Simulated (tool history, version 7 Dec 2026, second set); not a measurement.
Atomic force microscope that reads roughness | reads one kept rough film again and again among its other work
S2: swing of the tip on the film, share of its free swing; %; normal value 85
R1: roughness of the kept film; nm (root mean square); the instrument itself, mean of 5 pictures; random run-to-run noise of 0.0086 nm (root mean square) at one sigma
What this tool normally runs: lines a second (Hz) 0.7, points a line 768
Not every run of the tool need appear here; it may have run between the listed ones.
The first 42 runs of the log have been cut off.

run 43 day=32.467 | lines_a_second_(Hz)=3.428 S2=65 points_a_line=456 | R1=1.716
run 44 day=33.208 | lines_a_second_(Hz)=0.668 S2=57 points_a_line=954 | R1=1.919
run 45 day=33.967 | lines_a_second_(Hz)=1.08 S2=57 points_a_line=334 | R1=1.828
run 46 day=34.671 | lines_a_second_(Hz)=0.7 S2=86 points_a_line=978 | R1=1.732
run 47 day=35.746 | lines_a_second_(Hz)=0.7 S2=85 points_a_line=672 | R1=1.704
run 48 day=36.492 | lines_a_second_(Hz)=0.7 S2=85 points_a_line=672 | R1=1.685
run 49 day=37.079 | lines_a_second_(Hz)=1.082 S2=62 points_a_line=424 | R1=1.727
run 50 day=37.908 | lines_a_second_(Hz)=3.072 S2=62 points_a_line=778 | R1=1.62
-- day=38.158 new tip fitted
run 51 day=38.462 | lines_a_second_(Hz)=3.072 S2=62 points_a_line=778 | R1=1.869
run 52 day=39.008 | lines_a_second_(Hz)=0.7 S2=85 points_a_line=296 | R1=1.816
run 53 day=40.079 | lines_a_second_(Hz)=0.7 S2=87 points_a_line=801 | R1=1.812

4 ways to go on from here, each from the tool as it stands after run 53. What would each give?
run A day=41.058 | lines_a_second_(Hz)=3.269 S2=60 points_a_line=681 | R1=?
run B day=41.058 | lines_a_second_(Hz)=1.27 S2=69 points_a_line=768 | R1=?
run C day=41.058 | lines_a_second_(Hz)=0.7 S2=87 points_a_line=510 | R1=?
run D day=41.058 | lines_a_second_(Hz)=0.778 S2=66 points_a_line=476 | R1=?

run=A R1=1.77
run=B R1=1.826
run=C R1=1.784
run=D R1=1.878
With no hidden state in the tool, these same runs would have given:
run=A R1=1.882
run=B R1=1.94
run=C R1=1.897
run=D R1=1.996
